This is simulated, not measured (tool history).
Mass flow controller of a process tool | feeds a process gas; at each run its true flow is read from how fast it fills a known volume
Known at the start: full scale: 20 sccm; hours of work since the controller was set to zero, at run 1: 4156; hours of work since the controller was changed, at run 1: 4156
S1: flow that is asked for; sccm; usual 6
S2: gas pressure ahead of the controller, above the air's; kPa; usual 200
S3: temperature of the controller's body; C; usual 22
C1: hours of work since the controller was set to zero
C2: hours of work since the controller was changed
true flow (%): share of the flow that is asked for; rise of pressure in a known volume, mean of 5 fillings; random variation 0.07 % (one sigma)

run 1 hour=0.0 | S1=6 S2=200 S3=22 | C1=4156 C2=4156 | true_flow_(%)=95.85
-- hour=105.5 controller's zero set anew
run 2 hour=333.7 | S1=6 S2=200 S3=22 | C1=130 C2=4345 | true_flow_(%)=98.92
run 3 hour=598.2 | S1=6 S2=200 S3=22 | C1=280 C2=4495 | true_flow_(%)=98.82
run 4 hour=798.3 | S1=6 S2=200 S3=27 | C1=393 C2=4609 | true_flow_(%)=98.35
run 5 hour=1159.1 | S1=9 S2=200 S3=22 | C1=598 C2=4814 | true_flow_(%)=99.31
run 6 hour=1397.5 | S1=6 S2=200 S3=23 | C1=733 C2=4949 | true_flow_(%)=98.43
run 7 hour=1567.4 | S1=6 S2=190 S3=23 | C1=830 C2=5045 | true_flow_(%)=98.36
run 8 hour=1903.5 | S1=6 S2=200 S3=22 | C1=1020 C2=5236 | true_flow_(%)=98.40
run 9 hour=2244.9 | S1=19 S2=200 S3=22 | C1=1214 C2=5430 | true_flow_(%)=100.47
run 10 hour=2473.9 | S1=19 S2=200 S3=22 | C1=1344 C2=5560 | true_flow_(%)=100.55
run 11 hour=2785.7 | S1=19 S2=200 S3=22 | C1=1521 C2=5737 | true_flow_(%)=100.42
run 12 hour=3005.7 | S1=6 S2=200 S3=22 | C1=1646 C2=5862 | true_flow_(%)=98.02
run 13 hour=3295.3 | S1=2 S2=200 S3=22 | C1=1810 C2=6026 | true_flow_(%)=94.82
run 14 hour=3534.2 | S1=6 S2=200 S3=22 | C1=1946 C2=6161 | true_flow_(%)=97.86
run 15 hour=3909.3 | S1=8 S2=200 S3=22 | C1=2158 C2=6374 | true_flow_(%)=98.39
run 16 hour=4203.0 | S1=8 S2=200 S3=22 | C1=2325 C2=6541 | true_flow_(%)=98.33
run 17 hour=4532.5 | S1=8 S2=200 S3=22 | C1=2512 C2=6728 | true_flow_(%)=98.31
run 18 hour=4844.3 | S1=8 S2=200 S3=22 | C1=2689 C2=6905 | true_flow_(%)=98.15
run 19 hour=5025.9 | S1=8 S2=200 S3=22 | C1=2792 C2=7008 | true_flow_(%)=98.15
run 20 hour=5273.8 | S1=8 S2=200 S3=22 | C1=2933 C2=7149 | true_flow_(%)=98.04
run 21 hour=5595.0 | S1=6 S2=271 S3=22 | C1=3115 C2=7331 | true_flow_(%)=97.37
run 22 hour=5886.8 | S1=6 S2=271 S3=22 | C1=3281 C2=7496 | true_flow_(%)=97.26
run 23 hour=6168.9 | S1=6 S2=271 S3=22 | C1=3441 C2=7656 | true_flow_(%)=97.29
run 24 hour=6552.2 | S1=6 S2=271 S3=22 | C1=3658 C2=7874 | true_flow_(%)=97.10
run 25 hour=6880.8 | S1=2 S2=234 S3=22 | C1=3845 C2=8060 | true_flow_(%)=91.00
run 26 hour=7204.3 | S1=16 S2=153 S3=35 | C1=4028 C2=8244 | true_flow_(%)=98.78
-- hour=7523.7 controller's zero set anew
-- hour=7565.5 controller exchanged for a calibrated one
run 27 hour=7566.7 | S1=16 S2=153 S3=35 | C1=1 C2=1 | true_flow_(%)=98.62
run 28 hour=7779.0 | S1=16 S2=153 S3=35 | C1=121 C2=121 | true_flow_(%)=98.50
run 29 hour=7941.1 | S1=16 S2=153 S3=35 | C1=213 C2=213 | true_flow_(%)=98.56
run 30 hour=8150.0 | S1=16 S2=153 S3=35 | C1=332 C2=332 | true_flow_(%)=98.56
run 31 hour=8528.4 | S1=16 S2=253 S3=24 | C1=546 C2=546 | true_flow_(%)=99.42
run 32 hour=8694.5 | S1=16 S2=253 S3=24 | C1=641 C2=641 | true_flow_(%)=99.27
run 33 hour=8989.9 | S1=16 S2=253 S3=24 | C1=808 C2=808 | true_flow_(%)=99.36
run 34 hour=9149.0 | S1=4 S2=200 S3=39 | C1=899 C2=899 | true_flow_(%)=95.80
run 35 hour=9406.2 | S1=2 S2=200 S3=22 | C1=1044 C2=1044 | true_flow_(%)=95.32
run 36 hour=9672.9 | S1=10 S2=232 S3=25 | C1=1196 C2=1196 | true_flow_(%)=98.30
run 37 hour=9993.9 | S1=10 S2=232 S3=25 | C1=1378 C2=1378 | true_flow_(%)=98.21
run 38 hour=10351.3 | S1=10 S2=165 S3=30 | C1=1581 C2=1581 | true_flow_(%)=97.77
run 39 hour=10515.9 | S1=13 S2=166 S3=23 | C1=1674 C2=1674 | true_flow_(%)=98.77
run 40 hour=10740.1 | S1=12 S2=280 S3=22 | C1=1801 C2=1801 | true_flow_(%)=98.87
run 41 hour=11045.2 | S1=6 S2=200 S3=31 | C1=1975 C2=1975 | true_flow_(%)=96.47
run 42 hour=11349.7 | S1=12 S2=270 S3=30 | C1=2147 C2=2147 | true_flow_(%)=98.08
run 43 hour=11629.3 | S1=12 S2=169 S3=21 | C1=2306 C2=2306 | true_flow_(%)=98.74
run 44 hour=11956.3 | S1=6 S2=157 S3=22 | C1=2492 C2=2492 | true_flow_(%)=96.71
run 45 hour=12183.7 | S1=13 S2=143 S3=21 | C1=2621 C2=2621 | true_flow_(%)=98.73
run 46 hour=12496.4 | S1=3 S2=233 S3=36 | C1=2798 C2=2798 | true_flow_(%)=93.14
run 47 hour=12750.4 | S1=3 S2=233 S3=36 | C1=2942 C2=2942 | true_flow_(%)=93.07

3 ways to go on from here, each from the tool as it stands after run 47. What would each give?
run A hour=12957.4 | S1=15 S2=215 S3=39 | C1=3060 C2=3060 | true_flow_(%)=?
run B hour=12957.4 | S1=6 S2=214 S3=22 | C1=3060 C2=3060 | true_flow_(%)=?
run C hour=12957.4 | S1=4 S2=200 S3=22 | C1=3060 C2=3060 | true_flow_(%)=?

run=A true_flow_(%)=97.90
run=B true_flow_(%)=96.53
run=C true_flow_(%)=95.16
Without the tool's hidden state the same runs would have given:
run=A true_flow_(%)=98.49
run=B true_flow_(%)=98.56
run=C true_flow_(%)=98.38

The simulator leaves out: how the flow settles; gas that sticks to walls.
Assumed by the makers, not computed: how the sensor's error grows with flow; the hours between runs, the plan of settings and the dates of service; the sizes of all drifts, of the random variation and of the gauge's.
